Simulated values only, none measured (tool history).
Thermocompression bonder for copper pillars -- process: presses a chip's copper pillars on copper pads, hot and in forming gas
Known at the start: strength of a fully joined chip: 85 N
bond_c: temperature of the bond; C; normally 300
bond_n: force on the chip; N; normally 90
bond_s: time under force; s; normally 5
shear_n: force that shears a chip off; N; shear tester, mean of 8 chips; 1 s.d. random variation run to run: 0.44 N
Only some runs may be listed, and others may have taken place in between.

run    hour  bond_c  bond_n  bond_s  shear_n
  1     0.0     300      90       5     36.5
  2    33.1     300      90       5     36.1
  3    72.3     300      90       5     36.6
  4    92.7     300      90      12     49.4
      128.3  -- forming gas filter changed
  5   133.1     300      90      12     49.4
  6   154.6     283      90      12     43.4
  7   203.0     283      90      12     43.9
  8   252.9     283      90       3     26.1
  9   284.6     308      90       5     38.4
 10   332.0     308      90       5     38.8
      358.4  -- forming gas filter changed
 11   381.6     300      90      13     49.7
      403.2  -- heater calibrated with a thermocouple chip
 12   418.0     306      90       5     38.0
 13   461.3     300      90       5     36.5
 14   488.9     300      90       5     37.2
 15   522.4     300      90       5     36.8
 16   557.5     313      90       5     39.8
 17   582.1     313      90       5     39.8
      588.9  -- forming gas filter changed
 18   609.5     300     103       5     41.0
 19   633.0     329      90       5     45.6
 20   662.3     329      90       5     45.2
 21   684.8     329      90       5     45.0
 22   715.6     327      82      14     55.5
 23   755.1     278      70       3     17.7
 24   785.0     278      70       3     17.7
      817.8  -- forming gas filter changed
 25   829.4     290     103       5     38.5
 26   854.7     290     103       5     38.0
 27   889.6     290     103       6     40.1
 28   916.4     290     103       6     40.9
 29   962.2     290     103       6     40.2
 30   996.7     325      84      14     56.3
 31  1037.0     300     125       9     58.5
     1046.7  -- forming gas filter changed
 32  1068.7     300      73       3     23.9
 33  1115.4     300      73       3     23.6
 34  1154.9     315     110       4     45.4
 35  1179.3     300      90       9     45.0
 36  1201.6     300      90       9     44.2
 37  1242.6     300      90       9     45.0
     1275.2  -- forming gas filter changed
 38  1280.6     300      90       9     45.8
 39  1323.4     329      90      12     59.2
 40  1356.2     329      90      13     59.0

3 options for the next run, each taken on its own from the tool as it stands now. Forecast them:
  A  1393.4     286      90       4        ?
  B  1393.4     277      82      10        ?
  C  1393.4     316      90       4        ?

run  shear_n
  A     29.1
  B     36.0
  C     38.1
What these runs would have given with no unlogged condition in the tool:
run  shear_n
  A     29.2
  B     36.1
  C     38.2

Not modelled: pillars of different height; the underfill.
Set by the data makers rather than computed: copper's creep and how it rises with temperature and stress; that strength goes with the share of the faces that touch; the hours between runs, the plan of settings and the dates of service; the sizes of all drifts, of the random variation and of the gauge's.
